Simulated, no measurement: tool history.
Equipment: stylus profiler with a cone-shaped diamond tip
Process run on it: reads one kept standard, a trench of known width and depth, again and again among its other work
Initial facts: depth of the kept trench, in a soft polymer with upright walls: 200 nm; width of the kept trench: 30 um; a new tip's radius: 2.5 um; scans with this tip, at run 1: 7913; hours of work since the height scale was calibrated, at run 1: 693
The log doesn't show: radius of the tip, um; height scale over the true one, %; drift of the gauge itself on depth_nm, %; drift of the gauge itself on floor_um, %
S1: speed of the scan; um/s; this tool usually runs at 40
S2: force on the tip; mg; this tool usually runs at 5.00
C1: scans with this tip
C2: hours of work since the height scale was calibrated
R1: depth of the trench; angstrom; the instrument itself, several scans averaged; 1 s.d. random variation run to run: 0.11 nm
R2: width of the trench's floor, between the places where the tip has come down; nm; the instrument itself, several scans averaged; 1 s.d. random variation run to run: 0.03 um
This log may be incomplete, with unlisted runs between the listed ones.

run 1 hour=0.0 | S1=40 S2=5.00 | C1=7913 C2=693 | R1=2037.1 R2=27470
run 2 hour=26.9 | S1=40 S2=3.75 | C1=8145 C2=713 | R1=2031.9 R2=27480
run 3 hour=46.6 | S1=145 S2=5.00 | C1=8314 C2=728 | R1=2036.4 R2=27000
run 4 hour=78.3 | S1=32 S2=5.00 | C1=8587 C2=752 | R1=2038.7 R2=27480
run 5 hour=94.0 | S1=40 S2=5.57 | C1=8723 C2=764 | R1=2040.9 R2=27460
run 6 hour=113.7 | S1=40 S2=5.57 | C1=8893 C2=779 | R1=2040.1 R2=27450
run 7 hour=138.5 | S1=40 S2=5.57 | C1=9107 C2=798 | R1=2040.0 R2=27470
run 8 hour=159.6 | S1=40 S2=5.57 | C1=9289 C2=814 | R1=2040.1 R2=27460
run 9 hour=192.6 | S1=40 S2=5.57 | C1=9573 C2=838 | R1=2040.0 R2=27380
run 10 hour=206.2 | S1=40 S2=5.57 | C1=9690 C2=849 | R1=2040.4 R2=27450
run 11 hour=222.5 | S1=40 S2=3.43 | C1=9830 C2=861 | R1=2030.3 R2=27370
run 12 hour=249.6 | S1=40 S2=3.43 | C1=10064 C2=881 | R1=2033.3 R2=27350
run 13 hour=276.1 | S1=40 S2=3.43 | C1=10292 C2=901 | R1=2032.7 R2=27410
run 14 hour=297.6 | S1=40 S2=2.05 | C1=10478 C2=918 | R1=2024.1 R2=27280
run 15 hour=321.9 | S1=12 S2=2.57 | C1=10687 C2=936 | R1=2027.9 R2=27510
run 16 hour=352.9 | S1=60 S2=6.81 | C1=10954 C2=959 | R1=2047.8 R2=27300
run 17 hour=383.9 | S1=60 S2=6.81 | C1=11221 C2=983 | R1=2047.2 R2=27350
run 18 hour=406.2 | S1=45 S2=2.42 | C1=11413 C2=1000 | R1=2026.4 R2=27270
run 19 hour=429.3 | S1=45 S2=2.42 | C1=11612 C2=1017 | R1=2026.9 R2=27210
run 20 hour=458.5 | S1=48 S2=8.35 | C1=11864 C2=1039 | R1=2053.3 R2=27350
run 21 hour=480.6 | S1=40 S2=1.97 | C1=12055 C2=1056 | R1=2023.6 R2=27250
run 22 hour=496.5 | S1=21 S2=3.21 | C1=12192 C2=1068 | R1=2031.0 R2=27390
run 23 hour=519.7 | S1=97 S2=7.42 | C1=12392 C2=1085 | R1=2049.0 R2=27060
run 24 hour=534.0 | S1=97 S2=7.42 | C1=12515 C2=1096 | R1=2051.6 R2=27160
run 25 hour=548.6 | S1=20 S2=4.70 | C1=12641 C2=1107 | R1=2038.3 R2=27410
run 26 hour=570.3 | S1=20 S2=4.70 | C1=12827 C2=1123 | R1=2039.5 R2=27350

Hidden state or all else? Some run-to-run changes of R1, split into what the settings, what came in and random variation would give without the hidden state, and what is left for the hidden state (with any gauge scatter that isn't in both results):
Run 2 -> 3: S1 40 -> 145, S2 3.75 -> 5.00. R1 +4.5 angstrom: hidden state +0.2, all else +4.3.
Run 19 -> 20: S1 45 -> 48, S2 2.42 -> 8.35. R1 +26.4 angstrom: hidden state +0.3, all else +26.1.
Run 20 -> 21: S1 48 -> 40, S2 8.35 -> 1.97. R1 -29.7 angstrom: hidden state +0.0, all else -29.7.
